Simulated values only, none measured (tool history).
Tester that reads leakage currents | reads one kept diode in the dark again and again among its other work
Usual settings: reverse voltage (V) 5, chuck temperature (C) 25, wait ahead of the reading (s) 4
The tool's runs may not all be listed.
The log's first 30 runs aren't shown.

| run | hour | reverse voltage (V) | chuck temperature (C) | wait ahead of the reading (s) | hours of work since the probe card was cleaned | hours of work since the tester was calibrated | hours of work since the chuck was calibrated | current that the tester gives (pA) |
|---|---|---|---|---|---|---|---|---|
| 31 | 2550.1 | 9.33 | 21 | 3.02 | 1121 | 1514 | 391 | 109.02 |
| 32 | 2643.5 | 2.15 | 48 | 7.58 | 1168 | 1560 | 438 | 569.31 |
| 33 | 2706.8 | 1.13 | 55 | 1.46 | 1199 | 1592 | 469 | 759.16 |
| 34 | 2816.1 | 1.57 | 25 | 4 | 1253 | 1646 | 524 | 70.25 |
| 35 | 2912.9 | 5 | 23 | 4 | 1301 | 1694 | 572 | 95.08 |
| 36 | 2978.3 | 1.6 | 59 | 1.83 | 1334 | 1727 | 604 | 1147.2 |
| 37 | 3070.8 | 1.6 | 59 | 1.83 | 1380 | 1773 | 650 | 1143.91 |
| 38 | 3184.6 | 1.6 | 59 | 1.83 | 1436 | 1829 | 707 | 1132.9 |

Forecast each of these 5 alternatives for the next run:
| A | 3310.1 | 3.24 | 25 | 4 | 1499 | 1892 | 769 | ? |
| B | 3310.1 | 15.23 | 31 | 2.16 | 1499 | 1892 | 769 | ? |
| C | 3310.1 | 11.11 | 50 | 4 | 1499 | 1892 | 769 | ? |
| D | 3310.1 | 1.87 | 47 | 6.04 | 1499 | 1892 | 769 | ? |
| E | 3310.1 | 4.25 | 59 | 1.95 | 1499 | 1892 | 769 | ? |

| run | current that the tester gives (pA) |
|---|---|
| A | 91.95 |
| B | 301.02 |
| C | 1211.82 |
| D | 471.23 |
| E | 1652.03 |
Without the tool's hidden state the same runs would have given:
| run | current that the tester gives (pA) |
|---|---|
| A | 102.96 |
| B | 325.19 |
| C | 1388.05 |
| D | 546.19 |
| E | 1899.76 |

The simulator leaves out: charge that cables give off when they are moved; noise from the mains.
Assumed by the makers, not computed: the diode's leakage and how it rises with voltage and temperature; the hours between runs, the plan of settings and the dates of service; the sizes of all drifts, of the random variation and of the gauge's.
